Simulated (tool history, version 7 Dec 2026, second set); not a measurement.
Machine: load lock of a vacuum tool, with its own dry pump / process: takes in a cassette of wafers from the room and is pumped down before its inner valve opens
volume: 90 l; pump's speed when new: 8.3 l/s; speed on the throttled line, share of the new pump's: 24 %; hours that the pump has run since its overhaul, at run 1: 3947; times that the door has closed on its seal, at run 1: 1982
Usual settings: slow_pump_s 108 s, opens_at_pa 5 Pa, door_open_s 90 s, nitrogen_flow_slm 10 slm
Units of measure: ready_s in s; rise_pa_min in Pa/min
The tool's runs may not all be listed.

run,hour,slow_pump_s,opens_at_pa,door_open_s,nitrogen_flow_slm,hours that the pump has run since its overhaul,times that the door has closed on its seal,"incoming humidity of the room's air, %",ready_s,rise_pa_min
1,0.0,108,5,90,10,3947,1982,45.5,193.5,0.052
2,201.4,108,5,90,11,4148,2278,45.4,195.5,0.046
3,347.3,108,5,28,10,4294,2492,47.1,191.7,0.036
4,460.2,108,5,90,10,4407,2657,42.6,194.9,0.045
5,604.4,108,5,90,7,4551,2869,46.7,195.7,0.054
6,709.8,108,5,90,10,4657,3023,44.4,192.9,0.049
7,848.7,108,5,90,10,4795,3227,45.0,194.0,0.043
8,1034.4,108,5,90,10,4981,3500,45.7,195.9,0.048
9,1140.5,108,5,90,10,5087,3655,42.2,194.3,0.054
10,1281.0,147,6,30,10,5228,3861,45.9,222.6,0.041
11,1450.1,147,6,138,12,5397,4109,46.0,221.9,0.056
12,1597.3,82,6,194,27,5544,4325,44.8,173.1,0.045
13,1766.6,113,4,139,10,5713,4573,46.1,203.0,0.059

4 options for the next run, each taken on its own from the tool as it stands now. Forecast them:
A,1934.0,84,5,90,10,5881,4819,44.7,?,?
B,1934.0,106,8,139,10,5881,4819,44.4,?,?
C,1934.0,136,5,90,10,5881,4819,46.0,?,?
D,1934.0,113,5,63,10,5881,4819,45.0,?,?

run,ready_s,rise_pa_min
A,176.7,0.050
B,188.2,0.062
C,215.5,0.061
D,196.6,0.050
Without the tool's hidden state the same runs would have given:
run,ready_s,rise_pa_min
A,171.9,0.039
B,183.9,0.051
C,211.3,0.050
D,192.1,0.039
